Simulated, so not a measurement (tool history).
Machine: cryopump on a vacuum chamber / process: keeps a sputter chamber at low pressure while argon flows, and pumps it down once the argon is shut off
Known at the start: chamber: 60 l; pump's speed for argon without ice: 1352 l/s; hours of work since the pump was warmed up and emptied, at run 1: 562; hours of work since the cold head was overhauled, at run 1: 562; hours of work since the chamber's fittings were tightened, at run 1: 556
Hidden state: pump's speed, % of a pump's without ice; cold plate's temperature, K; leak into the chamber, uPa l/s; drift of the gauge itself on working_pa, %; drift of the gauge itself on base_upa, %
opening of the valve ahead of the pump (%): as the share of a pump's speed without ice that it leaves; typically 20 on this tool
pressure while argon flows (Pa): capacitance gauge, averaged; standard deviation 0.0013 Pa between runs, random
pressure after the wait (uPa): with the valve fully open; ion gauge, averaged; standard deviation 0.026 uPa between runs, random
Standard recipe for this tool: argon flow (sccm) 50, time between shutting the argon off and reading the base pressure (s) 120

run,hour,argon flow (sccm),time between shutting the argon off and reading the base pressure (s),opening of the valve ahead of the pump (%),hours of work since the pump was warmed up and emptied,hours of work since the cold head was overhauled,hours of work since the chamber's fittings were tightened,pressure while argon flows (Pa),pressure after the wait (uPa)
1,0,50,120,20,562,562,556,0.3294,1.83
2,13.5,50,120,20,574,574,568,0.3318,1.84
3,37.1,50,120,20,595,595,589,0.3345,1.82
4,57.4,50,120,20,613,613,607,0.3347,1.92
5,75.5,50,120,20,629,629,623,0.3329,1.94
6,91.3,50,190,20,643,643,637,0.335,1.64
7,112.4,50,190,20,662,662,656,0.3358,1.66
8,124.4,50,190,20,673,673,666,0.3386,1.67
9,141.1,50,190,20,688,688,681,0.3345,1.74
10,154.9,50,190,20,700,700,694,0.338,1.73
11,179.1,50,190,20,721,721,715,0.339,1.72
12,194.4,50,190,20,735,735,729,0.3376,1.81
13,208.9,50,120,20,748,748,741,0.3406,2.13
14,227.3,50,120,19,764,764,758,0.3542,2.13
15,250.9,50,120,19,785,785,779,0.3582,2.19
16,266.2,42,120,20,799,799,792,0.2875,2.27
17,285.9,28,120,20,816,816,810,0.1916,2.24
18,307.2,26,27,50,835,835,829,0.0809,5.39
# hour 317.9: pump warmed up, emptied and cooled again
19,324.5,56,53,18,6,846,840,0.3892,3.03
20,345.3,56,120,53,24,864,858,0.1338,1.85
21,357,56,50,53,35,875,868,0.134,3.08
22,371.6,56,50,53,48,888,881,0.1345,3.24
23,386.3,21,211,20,61,901,894,0.1322,1.56
24,407.7,34,120,36,80,920,913,0.1195,1.96
25,426.7,34,120,36,97,937,930,0.1205,1.94
26,450.7,34,120,36,118,958,952,0.121,2.08
27,462.7,34,120,36,129,969,962,0.1214,2.03
28,478.1,61,26,17,142,982,976,0.4517,5.16
29,497.6,61,131,20,160,1000,993,0.3882,2.03
30,522.6,61,131,20,182,1022,1015,0.3905,2.01
31,539.8,61,131,20,197,1037,1031,0.3912,2.1
32,559.1,61,131,20,214,1054,1048,0.3907,2.14
33,572.8,59,131,20,226,1066,1060,0.3836,2.08
34,583.5,59,131,20,236,1076,1070,0.3745,2.1

What would each run have given without the hidden state, its run-to-run variation left as it was?
run,pressure while argon flows (Pa),pressure after the wait (uPa)
1,0.3109,1.12
2,0.3128,1.11
3,0.3144,1.07
4,0.3139,1.12
5,0.3115,1.13
6,0.313,0.79
7,0.313,0.78
8,0.3151,0.76
9,0.3106,0.8
10,0.3132,0.77
11,0.3132,0.76
12,0.3112,0.79
13,0.3135,1.09
14,0.3266,1.09
15,0.3292,1.08
16,0.2627,1.12
17,0.1745,1.06
18,0.0644,4.16
19,0.3875,2.25
20,0.1315,1.06
21,0.1314,2.29
22,0.1315,2.39
23,0.131,0.72
24,0.1171,1.1
25,0.1178,1.05
26,0.1178,1.13
27,0.1181,1.08
28,0.4453,4.21
29,0.3811,1.03
30,0.3826,1
31,0.3827,1.05
32,0.3815,1.05
33,0.3742,1.02
34,0.365,1.02
